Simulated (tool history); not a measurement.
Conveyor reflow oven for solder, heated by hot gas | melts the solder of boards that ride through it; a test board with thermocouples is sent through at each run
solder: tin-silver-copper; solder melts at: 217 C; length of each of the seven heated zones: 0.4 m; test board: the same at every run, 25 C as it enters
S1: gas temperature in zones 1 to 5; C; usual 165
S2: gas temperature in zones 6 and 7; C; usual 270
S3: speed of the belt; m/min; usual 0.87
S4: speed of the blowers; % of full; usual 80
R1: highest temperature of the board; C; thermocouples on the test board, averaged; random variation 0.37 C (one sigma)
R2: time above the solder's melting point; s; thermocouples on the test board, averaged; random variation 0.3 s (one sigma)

| run | hour | S1 | S2 | S3 | S4 | R1 | R2 |
|---|---|---|---|---|---|---|---|
| 1 | 0 | 165 | 270 | 0.87 | 80 | 251.4 | 38.2 |
| 2 | 50 | 165 | 270 | 0.871 | 80 | 251.6 | 38.8 |
| 3 | 87.1 | 165 | 270 | 0.871 | 80 | 251.3 | 37.9 |
| 4 | 111.3 | 165 | 270 | 0.871 | 80 | 251.3 | 37.5 |
| 5 | 134.7 | 165 | 270 | 0.871 | 80 | 251.2 | 38.5 |
| 6 | 161.9 | 165 | 270 | 0.789 | 80 | 253.8 | 44.7 |
| 7 | 196.7 | 165 | 270 | 0.87 | 80 | 251.2 | 37.8 |
| 8 | 239.6 | 165 | 270 | 0.87 | 80 | 251 | 38.2 |
| 9 | 263.3 | 165 | 270 | 0.87 | 75 | 249.1 | 36.8 |
| 10 | 304.2 | 165 | 270 | 0.87 | 75 | 249.7 | 37.4 |
| 11 | 341 | 165 | 270 | 0.87 | 75 | 249.3 | 37 |
| 12 | 391 | 165 | 270 | 0.87 | 75 | 249.4 | 37.2 |
| 13 | 426.7 | 165 | 270 | 0.87 | 75 | 248.7 | 37.1 |
| 14 | 474.5 | 165 | 270 | 0.87 | 52 | 242.9 | 31.1 |
| 15 | 497.9 | 165 | 270 | 0.87 | 52 | 242.7 | 30.9 |
| 16 | 547.4 | 165 | 270 | 0.87 | 52 | 242.1 | 31.1 |
| 17 | 570.6 | 165 | 270 | 0.87 | 52 | 243.2 | 31.2 |
|  | 578.9 | flux residue cleaned out of gas plates and filters |
| 18 | 600.9 | 165 | 270 | 0.87 | 52 | 246 | 34 |
| 19 | 641.8 | 178 | 259 | 0.971 | 52 | 235.5 | 25.9 |
| 20 | 671.2 | 154 | 276 | 0.864 | 81 | 257.1 | 39.6 |
| 21 | 703.6 | 154 | 276 | 0.864 | 64 | 252.1 | 35.9 |
| 22 | 727.1 | 165 | 270 | 0.781 | 80 | 257.1 | 46.9 |
| 23 | 753.3 | 160 | 269 | 0.87 | 80 | 252.2 | 37.8 |
| 24 | 800.2 | 167 | 275 | 0.976 | 72 | 251.7 | 33.9 |
| 25 | 836.5 | 167 | 265 | 0.972 | 72 | 243.4 | 29.9 |

Run 26 comes next. What will it give?
| 26 | 868.1 | 153 | 273 | 0.87 | 80 | ? | ? |

{"run 26": {"R1": 253.3, "R2": 37.1}}
Without the tool's hidden state the same run would have given R1 251.6 C, R2 35.7 s.
